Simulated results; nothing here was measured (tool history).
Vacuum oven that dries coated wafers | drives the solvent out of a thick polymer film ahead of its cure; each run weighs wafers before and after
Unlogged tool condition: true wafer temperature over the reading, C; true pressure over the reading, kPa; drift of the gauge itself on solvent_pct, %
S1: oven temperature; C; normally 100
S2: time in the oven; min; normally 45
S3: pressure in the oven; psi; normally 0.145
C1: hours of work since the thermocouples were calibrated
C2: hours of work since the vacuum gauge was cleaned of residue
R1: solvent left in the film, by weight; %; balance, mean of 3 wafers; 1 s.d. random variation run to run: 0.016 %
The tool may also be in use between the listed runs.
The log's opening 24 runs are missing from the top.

| run | hour | S1 | S2 | S3 | C1 | C2 | R1 |
|---|---|---|---|---|---|---|---|
| 25 | 2123.6 | 106 | 58 | 0.113 | 817 | 168 | 0.25 |
| 26 | 2217.3 | 89 | 24 | 0.102 | 869 | 220 | 6.39 |
| 27 | 2334.9 | 89 | 24 | 0.102 | 934 | 285 | 6.37 |
| 28 | 2420.5 | 99 | 57 | 0.145 | 981 | 333 | 0.59 |
| 29 | 2540.3 | 99 | 57 | 0.145 | 1048 | 399 | 0.62 |
| 30 | 2656.9 | 99 | 57 | 0.145 | 1112 | 464 | 0.6 |
| 31 | 2759.6 | 113 | 39 | 0.074 | 1169 | 521 | 0.29 |
| 32 | 2866.8 | 89 | 67 | 0.109 | 1228 | 580 | 1.05 |
| 33 | 2944.4 | 110 | 38 | 0.109 | 1271 | 623 | 0.49 |
| 34 | 3010.9 | 90 | 26 | 0.129 | 1308 | 660 | 5.46 |
| 35 | 3085.7 | 90 | 37 | 0.129 | 1350 | 701 | 3.3 |
| 36 | 3171.8 | 90 | 37 | 0.129 | 1397 | 749 | 3.24 |
|  | 3225.6 | oven's thermocouples calibrated |
| 37 | 3284.1 | 90 | 37 | 0.129 | 32 | 810 | 3.55 |
| 38 | 3355.1 | 88 | 63 | 0.438 | 72 | 849 | 2.34 |
| 39 | 3473.7 | 88 | 63 | 0.438 | 137 | 915 | 2.39 |
| 40 | 3577.8 | 88 | 63 | 0.438 | 195 | 973 | 2.34 |
| 41 | 3633.5 | 88 | 63 | 0.438 | 226 | 1003 | 2.32 |
| 42 | 3760.4 | 100 | 75 | 0.145 | 296 | 1074 | 0.43 |
| 43 | 3888.8 | 108 | 76 | 0.242 | 367 | 1145 | 0.39 |
| 44 | 4008.8 | 108 | 76 | 0.242 | 434 | 1211 | 0.4 |
| 45 | 4111.4 | 87 | 49 | 0.35 | 491 | 1268 | 3.23 |
| 46 | 4196.6 | 87 | 49 | 0.35 | 538 | 1315 | 3.22 |
| 47 | 4293.5 | 110 | 40 | 0.244 | 591 | 1369 | 0.61 |

4 options for the next run, each taken on its own from the tool as it stands now. Forecast them:
| A | 4408.8 | 110 | 34 | 0.139 | 655 | 1433 | ? |
| B | 4408.8 | 97 | 74 | 0.489 | 655 | 1433 | ? |
| C | 4408.8 | 110 | 40 | 0.492 | 655 | 1433 | ? |
| D | 4408.8 | 100 | 45 | 0.331 | 655 | 1433 | ? |

| run | R1 |
|---|---|
| A | 0.74 |
| B | 1.2 |
| C | 0.95 |
| D | 1.32 |
With no hidden state in the tool, these same runs would have given:
| run | R1 |
|---|---|
| A | 0.76 |
| B | 1.16 |
| C | 0.95 |
| D | 1.36 |

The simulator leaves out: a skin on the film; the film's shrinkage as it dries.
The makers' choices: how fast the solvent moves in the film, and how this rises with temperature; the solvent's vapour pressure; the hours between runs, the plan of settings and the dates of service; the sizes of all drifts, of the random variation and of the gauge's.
